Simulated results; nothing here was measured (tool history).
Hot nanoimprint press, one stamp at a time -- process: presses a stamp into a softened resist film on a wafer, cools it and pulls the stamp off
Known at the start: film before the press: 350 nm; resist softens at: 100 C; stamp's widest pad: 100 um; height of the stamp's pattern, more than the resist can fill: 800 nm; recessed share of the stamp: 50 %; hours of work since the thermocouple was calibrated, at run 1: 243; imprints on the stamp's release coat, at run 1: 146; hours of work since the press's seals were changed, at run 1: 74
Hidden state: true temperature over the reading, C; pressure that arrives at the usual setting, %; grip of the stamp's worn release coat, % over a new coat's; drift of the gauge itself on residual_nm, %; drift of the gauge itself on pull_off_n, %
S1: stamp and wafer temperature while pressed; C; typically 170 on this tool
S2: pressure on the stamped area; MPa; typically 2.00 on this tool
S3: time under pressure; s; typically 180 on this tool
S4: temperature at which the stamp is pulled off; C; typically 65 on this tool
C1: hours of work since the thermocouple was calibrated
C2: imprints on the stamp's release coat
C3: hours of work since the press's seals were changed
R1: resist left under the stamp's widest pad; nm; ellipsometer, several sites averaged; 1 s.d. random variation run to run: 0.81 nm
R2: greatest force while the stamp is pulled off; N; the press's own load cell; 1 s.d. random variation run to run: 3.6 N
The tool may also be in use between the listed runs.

| run | day | S1 | S2 | S3 | S4 | C1 | C2 | C3 | R1 | R2 |
|---|---|---|---|---|---|---|---|---|---|---|
| 1 | 0.000 | 170 | 2.00 | 180 | 65 | 243 | 146 | 74 | 150.2 | 178 |
| 2 | 0.467 | 170 | 2.08 | 180 | 65 | 251 | 207 | 83 | 146.1 | 176 |
| 3 | 0.817 | 170 | 2.00 | 297 | 65 | 258 | 253 | 90 | 126.5 | 176 |
| 4 | 1.142 | 170 | 2.00 | 297 | 65 | 264 | 296 | 96 | 125.4 | 179 |
| 5 | 1.388 | 165 | 2.00 | 180 | 65 | 268 | 328 | 100 | 182.4 | 180 |
| 6 | 1.896 | 170 | 2.91 | 180 | 65 | 278 | 394 | 110 | 125.0 | 183 |
| 7 | 2.412 | 170 | 2.91 | 180 | 65 | 287 | 462 | 119 | 125.1 | 189 |
| 8 | 2.942 | 170 | 2.91 | 180 | 65 | 297 | 531 | 129 | 125.7 | 183 |
|  | 3.092 | plate thermocouple calibrated |
| 9 | 3.388 | 170 | 2.91 | 180 | 65 | 6 | 574 | 135 | 125.7 | 185 |
| 10 | 3.729 | 170 | 2.91 | 180 | 65 | 12 | 618 | 141 | 127.1 | 191 |
| 11 | 4.058 | 170 | 2.91 | 180 | 65 | 18 | 662 | 147 | 125.6 | 190 |
| 12 | 4.533 | 170 | 2.91 | 180 | 65 | 27 | 724 | 156 | 126.7 | 187 |
| 13 | 4.908 | 163 | 1.20 | 180 | 65 | 34 | 773 | 163 | 242.6 | 197 |
| 14 | 5.271 | 163 | 1.20 | 180 | 65 | 40 | 820 | 170 | 244.2 | 198 |
|  | 5.779 | plate thermocouple calibrated, once more |
| 15 | 5.796 | 163 | 1.20 | 180 | 65 | 0 | 873 | 177 | 241.7 | 187 |
| 16 | 6.067 | 163 | 1.20 | 180 | 65 | 5 | 908 | 182 | 242.9 | 196 |
| 17 | 6.621 | 163 | 1.20 | 180 | 65 | 16 | 981 | 192 | 241.7 | 197 |
| 18 | 7.108 | 170 | 1.64 | 180 | 64 | 25 | 1045 | 202 | 168.3 | 199 |
| 19 | 7.567 | 170 | 1.64 | 180 | 64 | 33 | 1105 | 210 | 166.9 | 209 |

Alternative continuations, all from the tool just after run 19; predict every row:
| A | 7.829 | 168 | 1.64 | 114 | 64 | 38 | 1139 | 215 | ? | ? |
| B | 7.829 | 170 | 2.00 | 180 | 53 | 38 | 1139 | 215 | ? | ? |
| C | 7.829 | 158 | 1.73 | 180 | 53 | 38 | 1139 | 215 | ? | ? |
| D | 7.829 | 167 | 1.64 | 180 | 64 | 38 | 1139 | 215 | ? | ? |
| E | 7.829 | 170 | 2.00 | 109 | 60 | 38 | 1139 | 215 | ? | ? |

| run | R1 | R2 |
|---|---|---|
| A | 207.0 | 208 |
| B | 150.2 | 250 |
| C | 245.3 | 242 |
| D | 186.0 | 206 |
| E | 180.3 | 219 |
What these runs would have given with no unlogged condition in the tool:
| run | R1 | R2 |
|---|---|---|
| A | 205.2 | 174 |
| B | 148.6 | 209 |
| C | 243.4 | 202 |
| D | 184.2 | 172 |
| E | 178.5 | 183 |
